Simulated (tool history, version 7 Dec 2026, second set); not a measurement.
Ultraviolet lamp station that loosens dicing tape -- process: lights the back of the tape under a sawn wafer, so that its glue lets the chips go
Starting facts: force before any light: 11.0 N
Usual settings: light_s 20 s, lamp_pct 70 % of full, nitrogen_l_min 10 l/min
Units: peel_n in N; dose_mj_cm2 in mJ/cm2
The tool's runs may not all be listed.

{"run": 1, "hour": 0.0, "light_s": 20, "lamp_pct": 70, "nitrogen_l_min": 10, "peel_n": 1.806, "dose_mj_cm2": 237}
{"run": 2, "hour": 24.2, "light_s": 13, "lamp_pct": 70, "nitrogen_l_min": 10, "peel_n": 3.385, "dose_mj_cm2": 149}
{"run": 3, "hour": 38.7, "light_s": 13, "lamp_pct": 70, "nitrogen_l_min": 10, "peel_n": 3.489, "dose_mj_cm2": 154}
{"run": 4, "hour": 54.3, "light_s": 13, "lamp_pct": 70, "nitrogen_l_min": 10, "peel_n": 3.483, "dose_mj_cm2": 152}
{"run": 5, "hour": 69.0, "light_s": 20, "lamp_pct": 70, "nitrogen_l_min": 10, "peel_n": 1.916, "dose_mj_cm2": 231}
{"run": 6, "hour": 80.9, "light_s": 20, "lamp_pct": 70, "nitrogen_l_min": 10, "peel_n": 1.949, "dose_mj_cm2": 233}
{"run": 7, "hour": 101.4, "light_s": 20, "lamp_pct": 70, "nitrogen_l_min": 10, "peel_n": 2.007, "dose_mj_cm2": 229}
{"run": 8, "hour": 113.7, "light_s": 20, "lamp_pct": 70, "nitrogen_l_min": 10, "peel_n": 1.988, "dose_mj_cm2": 230}
{"hour": 126.2, "done": "window cleaned of glue's vapour"}
{"run": 9, "hour": 137.2, "light_s": 20, "lamp_pct": 70, "nitrogen_l_min": 10, "peel_n": 1.863, "dose_mj_cm2": 235}
{"run": 10, "hour": 151.3, "light_s": 20, "lamp_pct": 70, "nitrogen_l_min": 10, "peel_n": 1.894, "dose_mj_cm2": 232}
{"run": 11, "hour": 174.9, "light_s": 20, "lamp_pct": 70, "nitrogen_l_min": 10, "peel_n": 1.828, "dose_mj_cm2": 232}
{"run": 12, "hour": 196.0, "light_s": 28, "lamp_pct": 70, "nitrogen_l_min": 10, "peel_n": 0.975, "dose_mj_cm2": 323}
{"run": 13, "hour": 211.0, "light_s": 20, "lamp_pct": 70, "nitrogen_l_min": 10, "peel_n": 1.992, "dose_mj_cm2": 226}
{"run": 14, "hour": 224.9, "light_s": 20, "lamp_pct": 70, "nitrogen_l_min": 10, "peel_n": 1.99, "dose_mj_cm2": 232}
{"run": 15, "hour": 249.5, "light_s": 35, "lamp_pct": 96, "nitrogen_l_min": 17, "peel_n": 0.175, "dose_mj_cm2": 543}
{"run": 16, "hour": 262.2, "light_s": 35, "lamp_pct": 96, "nitrogen_l_min": 17, "peel_n": 0.182, "dose_mj_cm2": 542}
{"run": 17, "hour": 275.2, "light_s": 15, "lamp_pct": 85, "nitrogen_l_min": 10, "peel_n": 2.297, "dose_mj_cm2": 206}
{"run": 18, "hour": 292.4, "light_s": 28, "lamp_pct": 75, "nitrogen_l_min": 10, "peel_n": 0.889, "dose_mj_cm2": 336}
{"run": 19, "hour": 311.9, "light_s": 20, "lamp_pct": 70, "nitrogen_l_min": 5, "peel_n": 3.12, "dose_mj_cm2": 222}
{"run": 20, "hour": 324.8, "light_s": 15, "lamp_pct": 99, "nitrogen_l_min": 12, "peel_n": 1.59, "dose_mj_cm2": 237}
{"run": 21, "hour": 341.3, "light_s": 15, "lamp_pct": 61, "nitrogen_l_min": 14, "peel_n": 3.137, "dose_mj_cm2": 145}
{"run": 22, "hour": 355.4, "light_s": 34, "lamp_pct": 91, "nitrogen_l_min": 14, "peel_n": 0.259, "dose_mj_cm2": 482}
{"run": 23, "hour": 379.3, "light_s": 34, "lamp_pct": 91, "nitrogen_l_min": 14, "peel_n": 0.258, "dose_mj_cm2": 485}
{"run": 24, "hour": 392.3, "light_s": 34, "lamp_pct": 91, "nitrogen_l_min": 14, "peel_n": 0.269, "dose_mj_cm2": 484}
{"run": 25, "hour": 411.1, "light_s": 34, "lamp_pct": 91, "nitrogen_l_min": 14, "peel_n": 0.276, "dose_mj_cm2": 480}
{"run": 26, "hour": 424.5, "light_s": 20, "lamp_pct": 70, "nitrogen_l_min": 4, "peel_n": 3.624, "dose_mj_cm2": 212}

4 options for the next run, each taken on its own from the tool as it stands now. Forecast them:
{"run": "A", "hour": 444.5, "light_s": 10, "lamp_pct": 72, "nitrogen_l_min": 3, "peel_n": "?", "dose_mj_cm2": "?"}
{"run": "B", "hour": 444.5, "light_s": 20, "lamp_pct": 63, "nitrogen_l_min": 10, "peel_n": "?", "dose_mj_cm2": "?"}
{"run": "C", "hour": 444.5, "light_s": 36, "lamp_pct": 61, "nitrogen_l_min": 5, "peel_n": "?", "dose_mj_cm2": "?"}
{"run": "D", "hour": 444.5, "light_s": 20, "lamp_pct": 70, "nitrogen_l_min": 8, "peel_n": "?", "dose_mj_cm2": "?"}

run=A peel_n=6.549 dose_mj_cm2=112
run=B peel_n=2.555 dose_mj_cm2=191
run=C peel_n=1.68 dose_mj_cm2=337
run=D peel_n=2.51 dose_mj_cm2=213
With no hidden state in the tool, these same runs would have given:
run=A peel_n=6.022 dose_mj_cm2=130
run=B peel_n=2.015 dose_mj_cm2=223
run=C peel_n=1.249 dose_mj_cm2=393
run=D peel_n=1.973 dose_mj_cm2=249
